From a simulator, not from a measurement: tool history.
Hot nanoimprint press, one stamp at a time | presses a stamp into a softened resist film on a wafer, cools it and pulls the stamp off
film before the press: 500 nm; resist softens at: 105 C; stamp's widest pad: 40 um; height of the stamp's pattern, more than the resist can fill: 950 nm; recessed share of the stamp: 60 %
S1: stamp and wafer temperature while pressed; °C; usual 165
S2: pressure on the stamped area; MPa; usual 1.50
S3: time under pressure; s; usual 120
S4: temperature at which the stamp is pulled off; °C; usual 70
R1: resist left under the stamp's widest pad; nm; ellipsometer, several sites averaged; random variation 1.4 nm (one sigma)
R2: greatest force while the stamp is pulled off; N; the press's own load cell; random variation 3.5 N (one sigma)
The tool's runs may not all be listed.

run,day,S1,S2,S3,S4,R1,R2
1,0.000,165,1.50,120,70,214.5,205
2,0.658,165,1.50,120,75,217.8,198
# day 1.288: press's hydraulic seals changed and the load cell set to zero
3,1.717,165,1.50,120,75,207.7,194
4,2.525,166,1.50,120,70,201.7,220
5,3.100,166,1.96,120,70,179.3,215
6,3.971,166,1.96,120,70,176.7,210
7,4.525,165,1.50,120,70,209.1,213
8,5.367,165,1.50,120,70,209.1,211
9,5.900,165,1.50,120,70,208.7,214
10,6.371,165,1.50,120,70,208.4,214
# day 6.538: plate thermocouple calibrated
11,7.242,165,1.50,120,70,206.9,230
12,7.942,165,1.50,120,70,203.0,224
# day 8.475: stamp cleaned and given a new release coat
13,8.921,165,1.50,120,70,207.7,171
14,9.321,165,1.94,120,70,182.3,169
15,9.704,165,1.50,120,70,203.2,173
# day 9.917: plate thermocouple calibrated, once more
16,10.688,168,1.50,120,64,194.3,190
17,11.554,168,1.50,120,64,196.8,187
18,12.158,168,1.50,120,64,194.4,198
19,13.092,168,1.04,120,66,227.9,191
20,13.529,165,1.24,120,70,237.2,182
21,14.104,173,2.38,103,73,134.1,176
22,14.717,173,2.38,103,73,136.1,178
23,15.383,176,2.23,94,71,128.3,188
24,16.154,176,2.23,94,71,128.1,186
25,16.950,176,2.23,94,71,128.5,186
26,17.371,169,1.52,71,60,226.1,224
27,18.054,159,1.82,120,70,256.7,200
28,18.729,159,1.82,120,70,253.8,199
29,19.312,168,1.07,120,59,222.0,226
30,20.246,175,1.54,106,75,148.7,189

Some steps in R1 between neighbouring runs. How much of each would the tool show without its hidden state too (settings, what came in, random variation), and how much is left for the hidden state, with any gauge scatter that isn't in both results?
The hidden state here: true temperature over the reading, C; pressure that arrives at the usual setting, %; grip of the stamp's worn release coat, % over a new coat's; drift of the gauge itself on residual_nm, %; drift of the gauge itself on pull_off_n, %.
Run 2 -> 3: press's hydraulic seals changed and the load cell set to zero. R1 -10.1 nm: hidden state -4.6, all else -5.5.
Run 10 -> 11: plate thermocouple calibrated. R1 -1.5 nm: hidden state -3.8, all else +2.3.
Run 15 -> 16: S1 165 -> 168, S4 70 -> 64, plate thermocouple calibrated, once more. R1 -8.9 nm: hidden state +16.2, all else -25.1.
Run 20 -> 21: S1 165 -> 173, S2 1.24 -> 2.38, S3 120 -> 103, S4 70 -> 73. R1 -103.1 nm: hidden state +1.8, all else -104.9.
Run 25 -> 26: S1 176 -> 169, S2 2.23 -> 1.52, S3 94 -> 71, S4 71 -> 60. R1 +97.6 nm: hidden state -2.3, all else +99.9.
Run 29 -> 30: S1 168 -> 175, S2 1.07 -> 1.54, S3 120 -> 106, S4 59 -> 75. R1 -73.3 nm: hidden state +2.1, all else -75.4.
